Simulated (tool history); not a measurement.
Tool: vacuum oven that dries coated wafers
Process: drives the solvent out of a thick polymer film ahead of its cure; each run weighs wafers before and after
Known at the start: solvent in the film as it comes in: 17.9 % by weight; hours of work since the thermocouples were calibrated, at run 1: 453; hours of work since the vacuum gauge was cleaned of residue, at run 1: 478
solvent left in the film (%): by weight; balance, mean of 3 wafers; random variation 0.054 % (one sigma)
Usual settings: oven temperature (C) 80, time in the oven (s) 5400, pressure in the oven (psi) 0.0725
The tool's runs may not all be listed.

run   hour  oven temperature (C)  time in the oven (s)  pressure in the oven (psi)  hours of work since the thermocouples were calibrated  hours of work since the vacuum gauge was cleaned of residue  solvent left in the film (%)
  1    0.0                    80                  5400                      0.0725                                                    453                                                          478                          1.93
  2   21.3                    80                  5400                      0.0725                                                    463                                                          488                          2.00
  3   39.5                    80                  5400                      0.1410                                                    471                                                          496                          2.57
  4   70.2                    80                  5400                      0.0725                                                    486                                                          510                          2.01
  5   93.2                    80                  5400                      0.0725                                                    496                                                          521                          2.03
  6  113.6                    80                  5400                      0.0725                                                    506                                                          530                          2.00
  7  140.0                    75                  5400                      0.0725                                                    518                                                          543                          3.20
  8  157.4                    80                  5400                      0.0725                                                    526                                                          551                          2.06
  9  181.8                    80                  5400                      0.0725                                                    537                                                          562                          2.07
 10  198.0                    80                  7500                      0.0725                                                    545                                                          569                          1.23
 11  230.9                    80                  7500                      0.0725                                                    560                                                          585                          1.16
 12  250.9                    80                  7500                      0.0725                                                    569                                                          594                          1.13
 13  266.2                    80                  7500                      0.0725                                                    576                                                          601                          1.09
 14  291.2                    76                  6780                      0.0396                                                    588                                                          613                          1.81
 15  319.3                    76                  6780                      0.0396                                                    601                                                          625                          1.78
 16  348.3                    76                  6780                      0.0396                                                    614                                                          639                          1.95
 17  382.5                    89                  5400                      0.0419                                                    630                                                          655                          0.62
 18  410.6                    89                  5400                      0.1271                                                    643                                                          668                          1.15
 19  441.9                    89                  5400                      0.1271                                                    657                                                          682                          1.05
 20  468.9                    89                  9480                      0.1978                                                    670                                                          695                          1.14
 21  492.4                    89                  9480                      0.1978                                                    681                                                          705                          1.05
 22  508.1                    89                  9480                      0.1978                                                    688                                                          713                          0.93

5 ways to go on from here, each from the tool as it stands after run 22. What would each give?
  A  539.7                    65                  2820                      0.1978                                                    703                                                          727                             ?
  B  539.7                    88                  2820                      0.0725                                                    703                                                          727                             ?
  C  539.7                    89                  4500                      0.1334                                                    703                                                          727                             ?
  D  539.7                    82                  4140                      0.0909                                                    703                                                          727                             ?
  E  539.7                    77                  4920                      0.0725                                                    703                                                          727                             ?

run  solvent left in the film (%)
  A                         10.19
  B                          2.85
  C                          1.46
  D                          2.66
  E                          3.02
Without the tool's hidden state the same runs would have given:
run  solvent left in the film (%)
  A                         10.18
  B                          2.85
  C                          1.46
  D                          2.66
  E                          3.02

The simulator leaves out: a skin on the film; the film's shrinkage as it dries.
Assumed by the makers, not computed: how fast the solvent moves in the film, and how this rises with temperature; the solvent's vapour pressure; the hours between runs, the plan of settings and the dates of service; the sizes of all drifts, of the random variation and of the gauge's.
